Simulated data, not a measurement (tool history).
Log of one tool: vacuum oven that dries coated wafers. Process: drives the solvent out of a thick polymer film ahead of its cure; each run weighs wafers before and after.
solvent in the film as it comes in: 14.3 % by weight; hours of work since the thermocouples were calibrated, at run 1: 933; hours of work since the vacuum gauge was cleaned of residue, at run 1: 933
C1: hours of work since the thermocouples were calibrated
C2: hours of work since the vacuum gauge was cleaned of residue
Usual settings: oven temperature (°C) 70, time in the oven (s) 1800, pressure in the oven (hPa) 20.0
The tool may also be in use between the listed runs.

Run 1, hour 0.0: usual settings; C1 933; C2 933. Result: solvent left in the film (%) 1.42.
Run 2, hour 47.1: usual settings but pressure in the oven (hPa) 37.6; C1 957; C2 957. Result: solvent left in the film (%) 2.31.
Run 3, hour 91.7: usual settings but pressure in the oven (hPa) 37.6; C1 980; C2 980. Result: solvent left in the film (%) 2.30.
Run 4, hour 124.3: usual settings but pressure in the oven (hPa) 37.6; C1 997; C2 997. Result: solvent left in the film (%) 2.34.
Run 5, hour 164.8: usual settings but time in the oven (s) 1080, pressure in the oven (hPa) 37.6; C1 1018; C2 1018. Result: solvent left in the film (%) 3.13.
Run 6, hour 199.9: usual settings but time in the oven (s) 1080, pressure in the oven (hPa) 37.6; C1 1036; C2 1036. Result: solvent left in the film (%) 3.11.
At hour 207.1: oven's thermocouples calibrated.
Run 7, hour 238.4: usual settings but time in the oven (s) 1080, pressure in the oven (hPa) 37.6; C1 16; C2 1055. Result: solvent left in the film (%) 3.60.
Run 8, hour 271.9: usual settings but time in the oven (s) 1080, pressure in the oven (hPa) 37.6; C1 33; C2 1072. Result: solvent left in the film (%) 3.64.
Run 9, hour 304.4: usual settings but time in the oven (s) 1080, pressure in the oven (hPa) 37.6; C1 50; C2 1089. Result: solvent left in the film (%) 3.65.
Run 10, hour 342.0: usual settings but time in the oven (s) 1080, pressure in the oven (hPa) 37.6; C1 70; C2 1108. Result: solvent left in the film (%) 3.64.
Run 11, hour 389.6: usual settings but oven temperature (°C) 63, time in the oven (s) 1140, pressure in the oven (hPa) 65.0; C1 94; C2 1133. Result: solvent left in the film (%) 7.36.
At hour 395.5: vacuum gauge cleaned of residue and calibrated.
Run 12, hour 438.7: usual settings but pressure in the oven (hPa) 18.1; C1 119; C2 22. Result: solvent left in the film (%) 1.59.
Run 13, hour 467.4: usual settings but oven temperature (°C) 73, time in the oven (s) 1440, pressure in the oven (hPa) 27.9; C1 134; C2 37. Result: solvent left in the film (%) 1.91.
Run 14, hour 508.4: usual settings but oven temperature (°C) 57, pressure in the oven (hPa) 34.3; C1 155; C2 58. Result: solvent left in the film (%) 6.43.
At hour 541.8: vacuum gauge cleaned of residue and calibrated, once more.
Run 15, hour 546.9: usual settings but oven temperature (°C) 68, time in the oven (s) 1980, pressure in the oven (hPa) 35.5; C1 174; C2 3. Result: solvent left in the film (%) 2.63.
Run 16, hour 586.5: usual settings but oven temperature (°C) 84, time in the oven (s) 3120, pressure in the oven (hPa) 27.5; C1 194; C2 23. Result: solvent left in the film (%) 0.83.
Run 17, hour 621.4: usual settings but oven temperature (°C) 66, time in the oven (s) 1140, pressure in the oven (hPa) 77.9; C1 212; C2 41. Result: solvent left in the film (%) 6.69.

Forecast each of these 5 alternatives for the next run:
Run A, hour 654.0: usual settings but time in the oven (s) 1080, pressure in the oven (hPa) 77.7; C1 229; C2 58. Result: solvent left in the film (%) ?.
Run B, hour 654.0: usual settings but oven temperature (°C) 62, time in the oven (s) 1140, pressure in the oven (hPa) 77.9; C1 229; C2 58. Result: solvent left in the film (%) ?.
Run C, hour 654.0: usual settings but oven temperature (°C) 62, time in the oven (s) 1680, pressure in the oven (hPa) 21.5; C1 229; C2 58. Result: solvent left in the film (%) ?.
Run D, hour 654.0: usual settings but oven temperature (°C) 66, time in the oven (s) 960, pressure in the oven (hPa) 63.7; C1 229; C2 58. Result: solvent left in the film (%) ?.
Run E, hour 654.0: usual settings but oven temperature (°C) 60, time in the oven (s) 1140, pressure in the oven (hPa) 77.9; C1 229; C2 58. Result: solvent left in the film (%) ?.

run  solvent left in the film (%)
  A                          5.43
  B                          8.24
  C                          3.73
  D                          6.41
  E                          9.13
Without the tool's hidden state the same runs would have given:
run  solvent left in the film (%)
  A                          5.48
  B                          8.31
  C                          3.78
  D                          6.47
  E                          9.19
